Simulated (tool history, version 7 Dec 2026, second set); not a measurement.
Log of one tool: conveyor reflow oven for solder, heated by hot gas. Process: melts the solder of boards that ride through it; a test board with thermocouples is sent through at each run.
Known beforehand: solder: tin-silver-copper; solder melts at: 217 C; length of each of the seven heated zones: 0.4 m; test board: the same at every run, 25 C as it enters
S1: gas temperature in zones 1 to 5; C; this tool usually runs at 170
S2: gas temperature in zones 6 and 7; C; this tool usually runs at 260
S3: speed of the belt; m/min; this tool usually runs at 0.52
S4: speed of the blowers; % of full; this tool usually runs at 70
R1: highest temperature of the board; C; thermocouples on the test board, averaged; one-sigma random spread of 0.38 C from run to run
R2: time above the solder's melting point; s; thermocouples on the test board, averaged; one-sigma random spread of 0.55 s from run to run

| run | hour | S1 | S2 | S3 | S4 | R1 | R2 |
|---|---|---|---|---|---|---|---|
| 1 | 0 | 170 | 260 | 0.52 | 70 | 243.3 | 57.7 |
| 2 | 30.6 | 170 | 260 | 0.52 | 70 | 243.3 | 58.3 |
| 3 | 80.4 | 170 | 260 | 0.52 | 70 | 243.6 | 57.4 |
| 4 | 126.6 | 170 | 260 | 0.52 | 70 | 242.4 | 56.7 |
| 5 | 172.2 | 170 | 260 | 0.52 | 59 | 240.6 | 53.9 |
| 6 | 204.4 | 170 | 260 | 0.52 | 59 | 240.2 | 53.5 |
| 7 | 267.4 | 170 | 260 | 0.52 | 59 | 240.4 | 54.7 |
| 8 | 330.1 | 170 | 260 | 0.52 | 59 | 240.2 | 53.1 |
| 9 | 397.9 | 163 | 260 | 0.52 | 59 | 238.9 | 48.7 |
| 10 | 438 | 183 | 260 | 0.52 | 70 | 246.7 | 68.2 |
| 11 | 485.3 | 183 | 260 | 0.52 | 70 | 246.6 | 67.8 |
| 12 | 543.6 | 183 | 260 | 0.52 | 70 | 246.9 | 67.9 |
| 13 | 589.5 | 170 | 260 | 0.52 | 70 | 243.7 | 59.7 |
| 14 | 628 | 170 | 274 | 0.549 | 78 | 256.6 | 67.8 |
| 15 | 688.7 | 170 | 254 | 0.54 | 52 | 232.8 | 40.3 |
| 16 | 746.1 | 159 | 271 | 0.516 | 60 | 250.2 | 60.8 |
| 17 | 803.4 | 159 | 271 | 0.516 | 60 | 249.8 | 60.3 |
| 18 | 849.5 | 159 | 271 | 0.516 | 60 | 249.3 | 61.6 |
| 19 | 894.2 | 178 | 271 | 0.551 | 52 | 247.2 | 61.4 |
| 20 | 942.7 | 181 | 271 | 0.551 | 79 | 257.4 | 73.5 |
| 21 | 977.8 | 180 | 252 | 0.615 | 83 | 239 | 49.1 |
| 22 | 1042.6 | 170 | 255 | 0.52 | 70 | 242.1 | 57.3 |
| 23 | 1100.9 | 170 | 260 | 0.52 | 64 | 243.7 | 60.2 |
| 24 | 1132.6 | 155 | 268 | 0.483 | 52 | 245.2 | 58.7 |
| 25 | 1172.5 | 177 | 257 | 0.487 | 81 | 247.4 | 74.1 |

Removed from this log: 2 entries logged between the listed runs. Between which two listed runs does each belong, and how does the tool's hidden state at the listed run before it compare with that at the listed run after it?
Runs 4 to 5: flux residue cleaned out of gas plates and filters (hour 155.7)
  heat that the gas passes to the board, % of a clean oven's: 94.4 -> 99.2; belt's true speed, % of the reading: 99.13 -> 99.07; true gas temperature in zones 6 and 7 over the reading, C: -0.09 -> 0.03
  measured minus no-state result, R1: -1.3 -> +0.2 C; R2: -1.5 -> +0.8 s
Runs 14 to 15: flux residue cleaned out of gas plates and filters (hour 676.9)
  heat that the gas passes to the board, % of a clean oven's: 94.5 -> 99.8; belt's true speed, % of the reading: 98.35 -> 98.26; true gas temperature in zones 6 and 7 over the reading, C: 1.35 -> 1.5
  measured minus no-state result, R1: +0 -> +1.8 C; R2: +0.8 -> +3.9 s
